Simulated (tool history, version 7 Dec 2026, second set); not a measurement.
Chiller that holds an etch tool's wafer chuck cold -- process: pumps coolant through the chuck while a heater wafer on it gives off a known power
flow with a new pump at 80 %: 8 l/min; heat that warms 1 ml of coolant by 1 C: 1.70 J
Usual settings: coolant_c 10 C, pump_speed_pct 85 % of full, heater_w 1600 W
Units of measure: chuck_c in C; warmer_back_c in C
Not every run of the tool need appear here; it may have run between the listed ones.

run 1 hour=0.0 | coolant_c=10 pump_speed_pct=85 heater_w=1600 | chuck_c=33.0 warmer_back_c=7.49
run 2 hour=178.6 | coolant_c=10 pump_speed_pct=83 heater_w=1600 | chuck_c=33.7 warmer_back_c=7.68
run 3 hour=372.8 | coolant_c=10 pump_speed_pct=83 heater_w=1600 | chuck_c=33.7 warmer_back_c=7.79
run 4 hour=471.2 | coolant_c=10 pump_speed_pct=85 heater_w=1600 | chuck_c=33.5 warmer_back_c=7.57
run 5 hour=614.2 | coolant_c=10 pump_speed_pct=85 heater_w=1600 | chuck_c=33.7 warmer_back_c=7.49
run 6 hour=709.5 | coolant_c=10 pump_speed_pct=85 heater_w=1600 | chuck_c=33.9 warmer_back_c=7.54
run 7 hour=886.2 | coolant_c=10 pump_speed_pct=85 heater_w=1600 | chuck_c=34.0 warmer_back_c=7.59
-- hour=902.9 coolant changed, channels flushed
-- hour=988.8 chiller's thermometer calibrated
run 8 hour=1048.5 | coolant_c=10 pump_speed_pct=85 heater_w=897 | chuck_c=21.7 warmer_back_c=4.27
run 9 hour=1222.5 | coolant_c=10 pump_speed_pct=85 heater_w=897 | chuck_c=22.0 warmer_back_c=4.30
run 10 hour=1393.2 | coolant_c=10 pump_speed_pct=63 heater_w=1600 | chuck_c=36.2 warmer_back_c=10.53
run 11 hour=1498.6 | coolant_c=10 pump_speed_pct=63 heater_w=1600 | chuck_c=36.5 warmer_back_c=10.65
run 12 hour=1663.5 | coolant_c=10 pump_speed_pct=63 heater_w=1600 | chuck_c=36.6 warmer_back_c=10.67
run 13 hour=1830.7 | coolant_c=10 pump_speed_pct=63 heater_w=1600 | chuck_c=36.8 warmer_back_c=10.70
run 14 hour=1927.7 | coolant_c=10 pump_speed_pct=63 heater_w=1600 | chuck_c=36.8 warmer_back_c=10.76
run 15 hour=2127.3 | coolant_c=10 pump_speed_pct=75 heater_w=1600 | chuck_c=34.2 warmer_back_c=9.08
run 16 hour=2256.4 | coolant_c=10 pump_speed_pct=85 heater_w=1600 | chuck_c=32.2 warmer_back_c=7.93
run 17 hour=2357.5 | coolant_c=10 pump_speed_pct=85 heater_w=1600 | chuck_c=32.4 warmer_back_c=7.89
run 18 hour=2491.2 | coolant_c=10 pump_speed_pct=85 heater_w=1600 | chuck_c=32.7 warmer_back_c=7.98
run 19 hour=2654.5 | coolant_c=10 pump_speed_pct=63 heater_w=1710 | chuck_c=39.8 warmer_back_c=11.78
run 20 hour=2813.5 | coolant_c=10 pump_speed_pct=63 heater_w=1710 | chuck_c=39.9 warmer_back_c=11.79
run 21 hour=2952.1 | coolant_c=10 pump_speed_pct=63 heater_w=1710 | chuck_c=40.2 warmer_back_c=11.85
run 22 hour=3081.2 | coolant_c=19 pump_speed_pct=61 heater_w=1582 | chuck_c=47.7 warmer_back_c=11.40
run 23 hour=3251.1 | coolant_c=19 pump_speed_pct=61 heater_w=1582 | chuck_c=47.9 warmer_back_c=11.41
run 24 hour=3393.1 | coolant_c=19 pump_speed_pct=61 heater_w=1582 | chuck_c=48.1 warmer_back_c=11.42
run 25 hour=3488.7 | coolant_c=19 pump_speed_pct=73 heater_w=1179 | chuck_c=38.4 warmer_back_c=7.06
run 26 hour=3665.7 | coolant_c=19 pump_speed_pct=65 heater_w=1224 | chuck_c=41.0 warmer_back_c=8.34
run 27 hour=3853.6 | coolant_c=11 pump_speed_pct=83 heater_w=1611 | chuck_c=35.8 warmer_back_c=8.51
-- hour=3884.4 coolant pump overhauled
run 28 hour=3950.5 | coolant_c=5 pump_speed_pct=77 heater_w=1103 | chuck_c=20.5 warmer_back_c=5.06
run 29 hour=4066.7 | coolant_c=13 pump_speed_pct=69 heater_w=1600 | chuck_c=37.1 warmer_back_c=8.26
run 30 hour=4157.9 | coolant_c=13 pump_speed_pct=62 heater_w=893 | chuck_c=27.8 warmer_back_c=5.11
run 31 hour=4345.7 | coolant_c=13 pump_speed_pct=62 heater_w=893 | chuck_c=28.0 warmer_back_c=5.17
run 32 hour=4428.4 | coolant_c=19 pump_speed_pct=77 heater_w=1600 | chuck_c=42.0 warmer_back_c=7.42

What if the next run were any one of these 4? Each begins from the tool's condition after run 32:
run A hour=4621.9 | coolant_c=20 pump_speed_pct=72 heater_w=1600 | chuck_c=? warmer_back_c=?
run B hour=4621.9 | coolant_c=15 pump_speed_pct=77 heater_w=2053 | chuck_c=? warmer_back_c=?
run C hour=4621.9 | coolant_c=19 pump_speed_pct=77 heater_w=1915 | chuck_c=? warmer_back_c=?
run D hour=4621.9 | coolant_c=18 pump_speed_pct=83 heater_w=1943 | chuck_c=? warmer_back_c=?

run=A chuck_c=44.0 warmer_back_c=7.97
run=B chuck_c=44.3 warmer_back_c=9.58
run=C chuck_c=46.5 warmer_back_c=8.92
run=D chuck_c=44.4 warmer_back_c=8.36
Had the tool no hidden state, the same runs would have come out as:
run=A chuck_c=41.1 warmer_back_c=7.83
run=B chuck_c=41.0 warmer_back_c=9.42
run=C chuck_c=43.4 warmer_back_c=8.77
run=D chuck_c=41.3 warmer_back_c=8.22
